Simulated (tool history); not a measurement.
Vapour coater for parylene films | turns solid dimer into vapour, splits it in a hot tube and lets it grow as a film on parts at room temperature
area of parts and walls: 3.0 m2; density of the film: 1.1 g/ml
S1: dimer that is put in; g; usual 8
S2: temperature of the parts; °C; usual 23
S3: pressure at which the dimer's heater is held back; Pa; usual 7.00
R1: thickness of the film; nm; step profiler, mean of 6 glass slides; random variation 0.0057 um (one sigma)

run	hour	S1	S2	S3	R1
1	0.0	8	23	7.00	1166
2	19.6	8	23	7.00	1160
3	35.1	8	23	7.00	1146
4	60.4	8	23	7.00	1146
5	77.1	8	23	7.00	1152
6	106.6	8	23	7.00	1141
7	124.3	8	23	7.00	1149
# hour 127.9: table's thermometer calibrated
8	144.3	8	31	7.00	931
9	161.9	8	31	7.00	945
10	179.3	7	31	7.00	816
11	199.6	7	31	7.00	818
# hour 212.7: table's thermometer calibrated, once more
12	212.9	8	23	7.00	1131
13	225.8	8	23	7.00	1143
14	242.3	10	19	7.00	1570
15	260.8	10	23	3.73	1598
16	278.3	10	24	3.73	1562
17	303.1	10	24	3.73	1552
18	318.4	12	27	2.03	1967
19	344.8	7	27	2.03	1131
20	357.5	3	16	2.70	610
21	376.2	3	32	4.63	356
22	391.6	3	32	4.63	359
23	409.3	8	23	5.50	1169
24	431.6	8	23	5.50	1180
25	454.3	9	24	7.00	1217
26	482.7	10	27	2.86	1512

4 ways to go on from here, each from the tool as it stands after run 26. What would each give?
A	506.5	5	25	6.46	?
B	506.5	4	33	9.02	?
C	506.5	8	23	2.93	?
D	506.5	10	27	2.86	?

run	R1
A	675
B	421
C	1327
D	1507
Without the tool's hidden state the same runs would have given:
run	R1
A	711
B	443
C	1397
D	1586
